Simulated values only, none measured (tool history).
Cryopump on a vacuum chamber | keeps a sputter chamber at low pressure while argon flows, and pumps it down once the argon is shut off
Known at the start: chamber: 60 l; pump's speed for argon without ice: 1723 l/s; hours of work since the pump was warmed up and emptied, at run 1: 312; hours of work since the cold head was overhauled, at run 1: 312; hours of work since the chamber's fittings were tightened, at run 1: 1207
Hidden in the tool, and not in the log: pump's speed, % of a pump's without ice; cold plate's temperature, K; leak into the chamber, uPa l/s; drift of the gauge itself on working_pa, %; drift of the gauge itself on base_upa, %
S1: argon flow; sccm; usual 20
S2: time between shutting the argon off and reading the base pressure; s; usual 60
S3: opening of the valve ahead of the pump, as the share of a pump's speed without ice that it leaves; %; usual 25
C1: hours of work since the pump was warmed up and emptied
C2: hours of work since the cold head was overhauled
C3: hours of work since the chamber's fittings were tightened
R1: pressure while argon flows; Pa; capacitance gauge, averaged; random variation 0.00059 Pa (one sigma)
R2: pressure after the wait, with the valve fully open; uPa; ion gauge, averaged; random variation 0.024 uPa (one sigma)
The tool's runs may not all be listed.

| run | hour | S1 | S2 | S3 | C1 | C2 | C3 | R1 | R2 |
|---|---|---|---|---|---|---|---|---|---|
| 1 | 0 | 20 | 60 | 25 | 312 | 312 | 1207 | 0.0825 | 1.11 |
| 2 | 33.8 | 20 | 60 | 25 | 336 | 336 | 1230 | 0.0823 | 1.17 |
| 3 | 100.1 | 20 | 156 | 25 | 382 | 382 | 1277 | 0.083 | 0.63 |
| 4 | 148.7 | 34 | 156 | 25 | 416 | 416 | 1311 | 0.1423 | 0.71 |
| 5 | 206.7 | 20 | 60 | 25 | 457 | 457 | 1352 | 0.0846 | 1.18 |
| 6 | 242.5 | 20 | 60 | 25 | 482 | 482 | 1377 | 0.0835 | 1.21 |
| 7 | 309.7 | 18 | 60 | 25 | 530 | 530 | 1425 | 0.077 | 1.27 |
|  | 354.2 | pump warmed up, emptied and cooled again |
| 8 | 373.1 | 18 | 60 | 25 | 13 | 571 | 1466 | 0.0704 | 1.05 |
| 9 | 426.7 | 18 | 60 | 25 | 51 | 609 | 1503 | 0.0715 | 1.1 |
| 10 | 483.5 | 18 | 60 | 25 | 91 | 648 | 1543 | 0.0716 | 1.13 |
| 11 | 522 | 20 | 60 | 25 | 118 | 676 | 1570 | 0.0806 | 1.12 |
| 12 | 589.6 | 20 | 60 | 25 | 166 | 723 | 1618 | 0.081 | 1.18 |
| 13 | 621.6 | 20 | 60 | 25 | 188 | 746 | 1641 | 0.0816 | 1.19 |
| 14 | 672.8 | 20 | 60 | 25 | 224 | 782 | 1677 | 0.0806 | 1.18 |
| 15 | 722.6 | 20 | 60 | 25 | 259 | 817 | 1712 | 0.0808 | 1.16 |
| 16 | 769.1 | 20 | 60 | 25 | 292 | 849 | 1744 | 0.0818 | 1.22 |
| 17 | 798.5 | 20 | 60 | 25 | 313 | 870 | 1765 | 0.0819 | 1.16 |
| 18 | 864.9 | 20 | 60 | 25 | 359 | 917 | 1812 | 0.0821 | 1.2 |
| 19 | 925.4 | 14 | 60 | 25 | 402 | 959 | 1854 | 0.0583 | 1.19 |
| 20 | 965.1 | 14 | 60 | 25 | 430 | 987 | 1882 | 0.0577 | 1.24 |
| 21 | 1002.8 | 14 | 60 | 25 | 456 | 1014 | 1909 | 0.0586 | 1.25 |
| 22 | 1057 | 14 | 60 | 25 | 494 | 1052 | 1947 | 0.0598 | 1.32 |
| 23 | 1111 | 23 | 60 | 25 | 532 | 1090 | 1985 | 0.0976 | 1.35 |
|  | 1151.8 | pump warmed up, emptied and cooled again |
| 24 | 1153.4 | 23 | 60 | 25 | 1 | 1116 | 2011 | 0.0902 | 1.16 |
| 25 | 1208.9 | 20 | 55 | 28 | 40 | 1155 | 2050 | 0.07 | 1.26 |
| 26 | 1275.4 | 39 | 217 | 21 | 87 | 1202 | 2097 | 0.1834 | 0.62 |
| 27 | 1311 | 39 | 217 | 21 | 112 | 1227 | 2122 | 0.1852 | 0.62 |
| 28 | 1371.7 | 8 | 37 | 21 | 155 | 1270 | 2165 | 0.0379 | 1.7 |
| 29 | 1410.4 | 8 | 276 | 42 | 182 | 1297 | 2192 | 0.0184 | 0.6 |
| 30 | 1474.7 | 11 | 36 | 28 | 227 | 1342 | 2237 | 0.04 | 1.77 |
| 31 | 1516.3 | 15 | 147 | 16 | 256 | 1372 | 2266 | 0.094 | 0.8 |
| 32 | 1555 | 15 | 179 | 31 | 284 | 1399 | 2294 | 0.0504 | 0.73 |
| 33 | 1607 | 10 | 26 | 46 | 320 | 1435 | 2330 | 0.0227 | 2.25 |
| 34 | 1648.1 | 20 | 60 | 48 | 349 | 1464 | 2359 | 0.0445 | 1.28 |
| 35 | 1686.7 | 20 | 60 | 48 | 376 | 1491 | 2386 | 0.0457 | 1.31 |

Forecast each of these 3 alternatives for the next run:
| A | 1715.2 | 26 | 60 | 25 | 396 | 1512 | 2406 | ? | ? |
| B | 1715.2 | 23 | 60 | 25 | 396 | 1512 | 2406 | ? | ? |
| C | 1715.2 | 9 | 60 | 23 | 396 | 1512 | 2406 | ? | ? |

| run | R1 | R2 |
|---|---|---|
| A | 0.1074 | 1.28 |
| B | 0.096 | 1.36 |
| C | 0.0404 | 1.28 |
Without the tool's hidden state the same runs would have given:
| run | R1 | R2 |
|---|---|---|
| A | 0.1016 | 0.93 |
| B | 0.0909 | 0.98 |
| C | 0.0384 | 0.91 |
